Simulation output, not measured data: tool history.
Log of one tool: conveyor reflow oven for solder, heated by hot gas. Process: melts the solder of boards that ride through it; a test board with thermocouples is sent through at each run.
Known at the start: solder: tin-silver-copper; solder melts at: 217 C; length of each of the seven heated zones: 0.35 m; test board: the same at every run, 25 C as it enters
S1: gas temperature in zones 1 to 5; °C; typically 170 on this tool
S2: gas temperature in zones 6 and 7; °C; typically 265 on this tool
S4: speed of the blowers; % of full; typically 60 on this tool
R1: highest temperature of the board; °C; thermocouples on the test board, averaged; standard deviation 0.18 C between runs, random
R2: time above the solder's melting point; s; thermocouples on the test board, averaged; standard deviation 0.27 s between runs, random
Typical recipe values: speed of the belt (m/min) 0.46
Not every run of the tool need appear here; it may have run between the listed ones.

Run 1, day 0: usual settings. Result: R1 247.3 °C, R2 61.6 s.
Run 2, day 1.471: usual settings. Result: R1 247.5 °C, R2 61.8 s.
Run 3, day 3.796: usual settings. Result: R1 247.6 °C, R2 62.1 s.
Run 4, day 6.583: usual settings. Result: R1 247.7 °C, R2 62 s.
Run 5, day 8.796: usual settings but S4 79 % of full. Result: R1 252.5 °C, R2 67.9 s.
Run 6, day 10.746: usual settings but S4 72 % of full. Result: R1 250.7 °C, R2 66.1 s.
Run 7, day 12.229: usual settings but speed of the belt (m/min) 0.441, S4 72 % of full. Result: R1 252.4 °C, R2 70.7 s.
Run 8, day 14.358: usual settings but S1 184 °C. Result: R1 250.2 °C, R2 71 s.
Run 9, day 16.712: usual settings but S1 184 °C. Result: R1 250.2 °C, R2 70.8 s.
Run 10, day 19.883: usual settings but speed of the belt (m/min) 0.529. Result: R1 241.4 °C, R2 45.8 s.
Run 11, day 23.025: usual settings but speed of the belt (m/min) 0.529. Result: R1 242.1 °C, R2 46.2 s.
Run 12, day 25.612: usual settings but speed of the belt (m/min) 0.441. Result: R1 248.6 °C, R2 66.2 s.
Run 13, day 28.521: usual settings but speed of the belt (m/min) 0.441. Result: R1 249.8 °C, R2 68 s.
Run 14, day 30.442: usual settings. Result: R1 248.7 °C, R2 63.3 s.
Run 15, day 32.146: usual settings. Result: R1 248.4 °C, R2 63.6 s.
Run 16, day 35.333: usual settings but S1 161 °C, speed of the belt (m/min) 0.497. Result: R1 243.6 °C, R2 49.3 s.
Run 17, day 37.283: usual settings but S1 165 °C, speed of the belt (m/min) 0.497, S4 78 % of full. Result: R1 249.1 °C, R2 56.3 s.
Run 18, day 40.046: usual settings but S1 165 °C, speed of the belt (m/min) 0.497, S4 78 % of full. Result: R1 249.4 °C, R2 56.5 s.
Run 19, day 41.588: usual settings but S1 162 °C, S2 269 °C, S4 52 % of full. Result: R1 245.9 °C, R2 55.5 s.
Run 20, day 43.779: usual settings but S1 162 °C, S2 266 °C, S4 52 % of full. Result: R1 243.9 °C, R2 52.7 s.
Run 21, day 47.229: usual settings but S1 162 °C, S2 266 °C, S4 52 % of full. Result: R1 243.4 °C, R2 52.6 s.
Run 22, day 49.433: usual settings but S1 162 °C, S2 256 °C, S4 53 % of full. Result: R1 235.8 °C, R2 42.3 s.
Run 23, day 51.054: usual settings but S1 172 °C, S2 268 °C, speed of the belt (m/min) 0.55, S4 59 % of full. Result: R1 242.7 °C, R2 45.1 s.
Run 24, day 53.85: usual settings but S1 178 °C, S4 87 % of full. Result: R1 255.1 °C, R2 73.7 s.
Run 25, day 56.292: usual settings but S1 178 °C, S4 87 % of full. Result: R1 255.1 °C, R2 73 s.
Run 26, day 59.412: usual settings but S2 267 °C. Result: R1 246.4 °C, R2 59.4 s.
Run 27, day 62.175: usual settings but speed of the belt (m/min) 0.449, S4 54 % of full. Result: R1 245.6 °C, R2 60.4 s.
Run 28, day 63.967: usual settings but speed of the belt (m/min) 0.449, S4 54 % of full. Result: R1 245.5 °C, R2 60.3 s.
Run 29, day 67.2: usual settings but S1 166 °C, S2 278 °C. Result: R1 256.9 °C, R2 68.1 s.
Run 30, day 69.342: usual settings but S1 182 °C, S2 274 °C, speed of the belt (m/min) 0.479, S4 61 % of full. Result: R1 255.5 °C, R2 70.3 s.

Between the runs listed above, the log contained 4 entries, not reproduced here. Where in the sequence does each belong, and how does what the log doesn't record of the tool's condition differ from the listed run before to the listed run after?
After run 12, before run 13: flux residue cleaned out of gas plates and filters (day 27.162)
  heat that the gas passes to the board, % of a clean oven's: 92.7 -> 98.5; belt's true speed, % of the reading: 98.59 -> 98.53; true gas temperature in zones 6 and 7 over the reading, C: 2.47 -> 2.57
  difference, measured minus the result without the unlogged condition, R1: +0.8 -> +2.3 °C; R2: +1.3 -> +3.4 s
After run 16, before run 17: belt drive overhauled, speed set with a stopwatch (day 37.283)
  heat that the gas passes to the board, % of a clean oven's: 97 -> 96.7; belt's true speed, % of the reading: 98.37 -> 100.25; true gas temperature in zones 6 and 7 over the reading, C: 2.8 -> 2.87
  difference, measured minus the result without the unlogged condition, R1: +2.1 -> +1.4 °C; R2: +3 -> +0.6 s
After run 25, before run 26: thermocouples of zones 6 and 7 changed (day 57.454)
  heat that the gas passes to the board, % of a clean oven's: 92.5 -> 91.9; belt's true speed, % of the reading: 99.82 -> 99.75; true gas temperature in zones 6 and 7 over the reading, C: 3.54 -> 0.23
  difference, measured minus the result without the unlogged condition, R1: +1.4 -> -1.8 °C; R2: +0.4 -> -2.4 s
After run 26, before run 27: flux residue cleaned out of gas plates and filters (day 60.333)
  heat that the gas passes to the board, % of a clean oven's: 91.9 -> 99.5; belt's true speed, % of the reading: 99.75 -> 99.69; true gas temperature in zones 6 and 7 over the reading, C: 0.23 -> 0.32
  difference, measured minus the result without the unlogged condition, R1: -1.8 -> +0.3 °C; R2: -2.4 -> +0.5 s
